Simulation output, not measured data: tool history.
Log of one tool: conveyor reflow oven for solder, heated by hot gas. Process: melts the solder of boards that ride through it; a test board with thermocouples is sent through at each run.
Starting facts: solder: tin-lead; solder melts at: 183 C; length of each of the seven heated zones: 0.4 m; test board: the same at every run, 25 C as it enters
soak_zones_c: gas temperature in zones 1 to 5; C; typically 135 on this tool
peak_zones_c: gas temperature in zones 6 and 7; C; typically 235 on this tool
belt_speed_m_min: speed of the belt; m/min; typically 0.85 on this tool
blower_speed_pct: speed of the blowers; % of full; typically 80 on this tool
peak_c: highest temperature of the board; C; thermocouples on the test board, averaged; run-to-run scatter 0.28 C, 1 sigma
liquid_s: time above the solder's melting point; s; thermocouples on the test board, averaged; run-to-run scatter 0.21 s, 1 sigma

| run | hour | soak_zones_c | peak_zones_c | belt_speed_m_min | blower_speed_pct | peak_c | liquid_s |
|---|---|---|---|---|---|---|---|
| 1 | 0 | 135 | 235 | 0.85 | 80 | 213.3 | 38.4 |
| 2 | 14.3 | 135 | 235 | 0.85 | 80 | 213.4 | 38.3 |
| 3 | 25.1 | 133 | 235 | 0.85 | 80 | 212.5 | 37.7 |
| 4 | 36.3 | 133 | 235 | 0.85 | 80 | 212.2 | 37.6 |
| 5 | 49.9 | 126 | 235 | 0.85 | 80 | 211.2 | 34.5 |
| 6 | 61.9 | 126 | 235 | 0.85 | 80 | 210.4 | 34.3 |
| 7 | 77.9 | 126 | 235 | 0.85 | 80 | 210.8 | 34.5 |
| 8 | 91.4 | 137 | 230 | 0.739 | 55 | 207.4 | 39.3 |
|  | 97.9 | flux residue cleaned out of gas plates and filters |
| 9 | 107.5 | 132 | 230 | 0.848 | 55 | 198.5 | 23.7 |
| 10 | 120.6 | 135 | 235 | 0.692 | 52 | 210.6 | 44.7 |
| 11 | 133.8 | 135 | 235 | 0.986 | 52 | 193.9 | 15.2 |
| 12 | 140.5 | 135 | 235 | 0.986 | 52 | 194 | 15.2 |
|  | 149.3 | flux residue cleaned out of gas plates and filters, once more |
| 13 | 152.4 | 135 | 242 | 0.85 | 80 | 222.1 | 43.9 |

Below are 3 alternative next runs, each starting from the tool's condition after run 13. Predict each:
| A | 162.3 | 135 | 228 | 0.85 | 80 | ? | ? |
| B | 162.3 | 135 | 242 | 1.006 | 67 | ? | ? |
| C | 162.3 | 135 | 242 | 0.85 | 69 | ? | ? |

| run | peak_c | liquid_s |
|---|---|---|
| A | 209.6 | 36.8 |
| B | 210.1 | 29.6 |
| C | 218.5 | 41.4 |
Had the tool no hidden state, the same runs would have come out as:
| run | peak_c | liquid_s |
|---|---|---|
| A | 209.6 | 36.7 |
| B | 210.1 | 29.5 |
| C | 218.4 | 41.2 |
